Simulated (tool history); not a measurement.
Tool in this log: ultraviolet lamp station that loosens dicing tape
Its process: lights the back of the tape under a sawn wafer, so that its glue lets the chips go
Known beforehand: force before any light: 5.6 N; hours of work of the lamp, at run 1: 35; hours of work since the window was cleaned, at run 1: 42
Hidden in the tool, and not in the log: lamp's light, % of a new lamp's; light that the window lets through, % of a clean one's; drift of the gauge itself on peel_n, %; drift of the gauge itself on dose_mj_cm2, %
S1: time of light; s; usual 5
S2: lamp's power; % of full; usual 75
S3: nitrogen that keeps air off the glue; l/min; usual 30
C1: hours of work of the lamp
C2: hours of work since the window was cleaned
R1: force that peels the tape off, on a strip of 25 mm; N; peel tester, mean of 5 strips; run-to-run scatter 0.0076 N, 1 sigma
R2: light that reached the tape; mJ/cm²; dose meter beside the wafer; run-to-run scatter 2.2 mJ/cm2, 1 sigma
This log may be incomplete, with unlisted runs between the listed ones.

Run 1, hour 0: usual settings; C1 35; C2 42. Result: R1 0.294 N, R2 183 mJ/cm².
Run 2, hour 5.8: usual settings; C1 37; C2 44. Result: R1 0.306 N, R2 189 mJ/cm².
Run 3, hour 13.6: usual settings; C1 40; C2 47. Result: R1 0.296 N, R2 183 mJ/cm².
Run 4, hour 19.2: usual settings but S1 6 s; C1 43; C2 49. Result: R1 0.217 N, R2 218 mJ/cm².
Run 5, hour 27.1: usual settings but S3 33 l/min; C1 46; C2 53. Result: R1 0.297 N, R2 182 mJ/cm².
Run 6, hour 31.6: usual settings but S3 33 l/min; C1 48; C2 54. Result: R1 0.286 N, R2 184 mJ/cm².
Run 7, hour 37.2: usual settings but S3 23 l/min; C1 50; C2 57. Result: R1 0.356 N, R2 184 mJ/cm².
Run 8, hour 41.7: usual settings but S3 26 l/min; C1 52; C2 59. Result: R1 0.327 N, R2 186 mJ/cm².
Run 9, hour 47.5: usual settings but S3 26 l/min; C1 54; C2 61. Result: R1 0.342 N, R2 181 mJ/cm².

Run 10 comes next. What will it give?
Run 10, hour 52.1: usual settings but S1 2 s, S2 89 % of full, S3 47 l/min; C1 56; C2 63. Result: R1 ?, R2 ?.

{"run 10": {"R1": 1.036, "R2": 86}}
Minus the tool's unlogged condition, the same run would have read R1 0.964 N, R2 90 mJ/cm².
